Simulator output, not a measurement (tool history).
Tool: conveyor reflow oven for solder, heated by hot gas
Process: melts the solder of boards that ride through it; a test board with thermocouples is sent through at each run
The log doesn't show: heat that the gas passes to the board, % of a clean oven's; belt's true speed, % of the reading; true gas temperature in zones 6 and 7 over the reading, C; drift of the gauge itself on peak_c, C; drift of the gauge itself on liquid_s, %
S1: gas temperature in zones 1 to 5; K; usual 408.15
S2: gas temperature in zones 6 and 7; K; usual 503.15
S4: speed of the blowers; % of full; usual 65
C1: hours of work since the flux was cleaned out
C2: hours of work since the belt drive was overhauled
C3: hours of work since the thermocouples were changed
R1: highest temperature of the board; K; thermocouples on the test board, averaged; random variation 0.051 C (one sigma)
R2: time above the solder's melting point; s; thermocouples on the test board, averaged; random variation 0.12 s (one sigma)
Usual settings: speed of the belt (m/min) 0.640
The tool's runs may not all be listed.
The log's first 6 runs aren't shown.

run 7 hour=60.5 | S1=408.15 S2=492.15 speed_of_the_belt_(m/min)=0.640 S4=65 | C1=17 C2=225 C3=37 | R1=479.07 R2=46.3
run 8 hour=69.1 | S1=408.15 S2=492.15 speed_of_the_belt_(m/min)=0.640 S4=65 | C1=21 C2=229 C3=41 | R1=479.02 R2=46.3
run 9 hour=77.9 | S1=408.15 S2=503.15 speed_of_the_belt_(m/min)=0.640 S4=65 | C1=26 C2=233 C3=45 | R1=488.75 R2=54.7
run 10 hour=86.9 | S1=423.15 S2=503.15 speed_of_the_belt_(m/min)=0.640 S4=65 | C1=30 C2=237 C3=50 | R1=491.00 R2=62.1
run 11 hour=91.8 | S1=423.15 S2=503.15 speed_of_the_belt_(m/min)=0.640 S4=65 | C1=32 C2=240 C3=52 | R1=490.98 R2=62.3
run 12 hour=98.1 | S1=423.15 S2=503.15 speed_of_the_belt_(m/min)=0.640 S4=65 | C1=35 C2=243 C3=55 | R1=491.02 R2=62.2
run 13 hour=108.8 | S1=423.15 S2=503.15 speed_of_the_belt_(m/min)=0.640 S4=65 | C1=41 C2=248 C3=60 | R1=491.13 R2=62.3
run 14 hour=117.4 | S1=423.15 S2=503.15 speed_of_the_belt_(m/min)=0.640 S4=65 | C1=45 C2=252 C3=65 | R1=491.04 R2=62.2
run 15 hour=128.7 | S1=408.15 S2=503.15 speed_of_the_belt_(m/min)=0.676 S4=65 | C1=50 C2=258 C3=70 | R1=487.00 R2=50.3
run 16 hour=135.1 | S1=408.15 S2=503.15 speed_of_the_belt_(m/min)=0.640 S4=65 | C1=53 C2=261 C3=73 | R1=488.74 R2=54.9
run 17 hour=142.8 | S1=408.15 S2=503.15 speed_of_the_belt_(m/min)=0.579 S4=65 | C1=57 C2=265 C3=77 | R1=491.40 R2=63.5
run 18 hour=149.8 | S1=408.15 S2=503.15 speed_of_the_belt_(m/min)=0.579 S4=65 | C1=61 C2=268 C3=80 | R1=491.42 R2=63.7
run 19 hour=155.0 | S1=408.15 S2=504.15 speed_of_the_belt_(m/min)=0.578 S4=61 | C1=63 C2=271 C3=83 | R1=491.50 R2=63.5
run 20 hour=163.8 | S1=408.15 S2=511.15 speed_of_the_belt_(m/min)=0.640 S4=65 | C1=67 C2=275 C3=87 | R1=495.85 R2=59.8
run 21 hour=174.8 | S1=408.15 S2=511.15 speed_of_the_belt_(m/min)=0.589 S4=52 | C1=73 C2=280 C3=92 | R1=494.96 R2=64.1
run 22 hour=179.7 | S1=407.15 S2=506.15 speed_of_the_belt_(m/min)=0.599 S4=52 | C1=75 C2=283 C3=95 | R1=489.75 R2=58.7
run 23 hour=186.6 | S1=407.15 S2=506.15 speed_of_the_belt_(m/min)=0.599 S4=52 | C1=78 C2=286 C3=98 | R1=489.78 R2=58.5
run 24 hour=198.3 | S1=407.15 S2=506.15 speed_of_the_belt_(m/min)=0.599 S4=52 | C1=84 C2=292 C3=104 | R1=489.76 R2=58.7
run 25 hour=203.7 | S1=407.15 S2=506.15 speed_of_the_belt_(m/min)=0.599 S4=52 | C1=87 C2=294 C3=106 | R1=489.70 R2=58.6
run 26 hour=211.2 | S1=407.15 S2=506.15 speed_of_the_belt_(m/min)=0.599 S4=61 | C1=90 C2=298 C3=110 | R1=492.19 R2=61.2
run 27 hour=216.2 | S1=408.15 S2=503.15 speed_of_the_belt_(m/min)=0.640 S4=50 | C1=93 C2=300 C3=113 | R1=484.48 R2=50.2
run 28 hour=223.6 | S1=408.15 S2=503.15 speed_of_the_belt_(m/min)=0.640 S4=50 | C1=96 C2=304 C3=116 | R1=484.61 R2=50.2
run 29 hour=232.3 | S1=408.15 S2=503.15 speed_of_the_belt_(m/min)=0.640 S4=50 | C1=101 C2=308 C3=120 | R1=484.40 R2=50.0
run 30 hour=240.4 | S1=408.15 S2=513.15 speed_of_the_belt_(m/min)=0.640 S4=62 | C1=105 C2=312 C3=124 | R1=496.81 R2=60.3
run 31 hour=247.4 | S1=404.15 S2=513.15 speed_of_the_belt_(m/min)=0.518 S4=83 | C1=108 C2=315 C3=128 | R1=505.84 R2=80.9

4 ways to go on from here, each from the tool as it stands after run 31. What would each give?
run A hour=256.2 | S1=408.15 S2=503.15 speed_of_the_belt_(m/min)=0.640 S4=56 | C1=112 C2=320 C3=132 | R1=? R2=?
run B hour=256.2 | S1=411.15 S2=513.15 speed_of_the_belt_(m/min)=0.528 S4=65 | C1=112 C2=320 C3=132 | R1=? R2=?
run C hour=256.2 | S1=420.15 S2=513.15 speed_of_the_belt_(m/min)=0.518 S4=84 | C1=112 C2=320 C3=132 | R1=? R2=?
run D hour=256.2 | S1=399.15 S2=495.15 speed_of_the_belt_(m/min)=0.518 S4=83 | C1=112 C2=320 C3=132 | R1=? R2=?

run=A R1=486.28 R2=52.3
run=B R1=503.30 R2=79.5
run=C R1=506.94 R2=86.7
run=D R1=488.16 R2=68.2
Without the tool's hidden state the same runs would have given:
run=A R1=486.85 R2=52.5
run=B R1=503.86 R2=79.3
run=C R1=507.50 R2=86.4
run=D R1=488.75 R2=68.5
